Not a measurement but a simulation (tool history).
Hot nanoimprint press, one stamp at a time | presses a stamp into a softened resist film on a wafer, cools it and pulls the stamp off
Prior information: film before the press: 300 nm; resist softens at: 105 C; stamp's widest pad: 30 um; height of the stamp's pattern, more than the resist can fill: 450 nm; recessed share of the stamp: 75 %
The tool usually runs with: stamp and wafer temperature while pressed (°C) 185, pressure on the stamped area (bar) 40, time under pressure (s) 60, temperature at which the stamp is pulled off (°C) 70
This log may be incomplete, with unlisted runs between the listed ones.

run     day  stamp and wafer temperature while pressed (°C)  pressure on the stamped area (bar)  time under pressure (s)  temperature at which the stamp is pulled off (°C)  resist left under the stamp's widest pad (angstrom)  greatest force while the stamp is pulled off (N)
  1       0                                             185                                  40                       60                                                 70                                                 1670                                               387
      0.821  -- stamp cleaned and given a new release coat
  2   1.508                                             185                                  40                       60                                                 70                                                 1661                                               212
  3   2.254                                             185                                  40                       60                                                 70                                                 1659                                               212
      3.408  -- plate thermocouple calibrated
  4   3.979                                             177                                  40                       60                                                 70                                                 2219                                               223
  5   5.438                                             177                                  40                       60                                                 70                                                 2229                                               233
  6   6.742                                             177                                  40                       60                                                 70                                                 2192                                               252
  7   8.346                                             177                                  40                       60                                                 70                                                 2222                                               260
  8   9.808                                             185                                26.7                       60                                                 70                                                 2068                                               261
  9   11.15                                             185                                26.7                       60                                                 70                                                 2072                                               268
 10   12.25                                             185                                26.7                       60                                                 70                                                 2052                                               277
 11  13.758                                             185                                26.7                       60                                                 70                                                 2061                                               281
 12  15.083                                             185                                26.7                       60                                                 70                                                 2045                                               294
 13  15.971                                             185                                  40                       60                                                 55                                                 1722                                               362
 14  17.375                                             185                                  40                       60                                                 70                                                 1708                                               296
 15  18.246                                             185                                34.4                       60                                                 70                                                 1844                                               305
 16  19.025                                             185                                34.4                       60                                                 70                                                 1831                                               313
 17  20.196                                             186                                58.9                       60                                                 74                                                 1373                                               301
     21.562  -- press's hydraulic seals changed and the load cell set to zero
 18  22.021                                             186                                58.9                       60                                                 74                                                 1329                                               307
 19    23.5                                             185                                58.3                       60                                                 56                                                 1376                                               402
 20  24.458                                             185                                  40                       60                                                 70                                                 1695                                               333
     25.062  -- plate thermocouple calibrated
 21  25.988                                             185                                  40                       60                                                 70                                                 1740                                               348
 22  26.721                                             187                                35.6                       52                                                 68                                                 1807                                               375
 23    27.4                                             176                                35.6                       34                                                 66                                                 2541                                               383
 24  28.267                                             176                                35.6                       34                                                 66                                                 2542                                               396
 25  29.654                                             185                                56.8                       55                                                 75                                                 1497                                               368
 26   30.65                                             197                                  40                       70                                                 70                                                 1116                                               383
 27  31.446                                             197                                  40                      105                                                 58                                                  955                                               475
       31.8  -- stamp cleaned and given a new release coat
 28  33.012                                             197                                  40                      105                                                 58                                                  956                                               251
 29  33.792                                             193                                34.7                       60                                                 70                                                 1416                                               219

The next listed run, before its measurement:
 30  34.767                                             193                                34.7                       50                                                 70                                                    ?                                                 ?

resist left under the stamp's widest pad (angstrom): 1506
greatest force while the stamp is pulled off (N): 219
Take away the tool's hidden state, keep the run-to-run variation as it was, and the same run would have given resist left under the stamp's widest pad (angstrom) 1528, greatest force while the stamp is pulled off (N) 206.

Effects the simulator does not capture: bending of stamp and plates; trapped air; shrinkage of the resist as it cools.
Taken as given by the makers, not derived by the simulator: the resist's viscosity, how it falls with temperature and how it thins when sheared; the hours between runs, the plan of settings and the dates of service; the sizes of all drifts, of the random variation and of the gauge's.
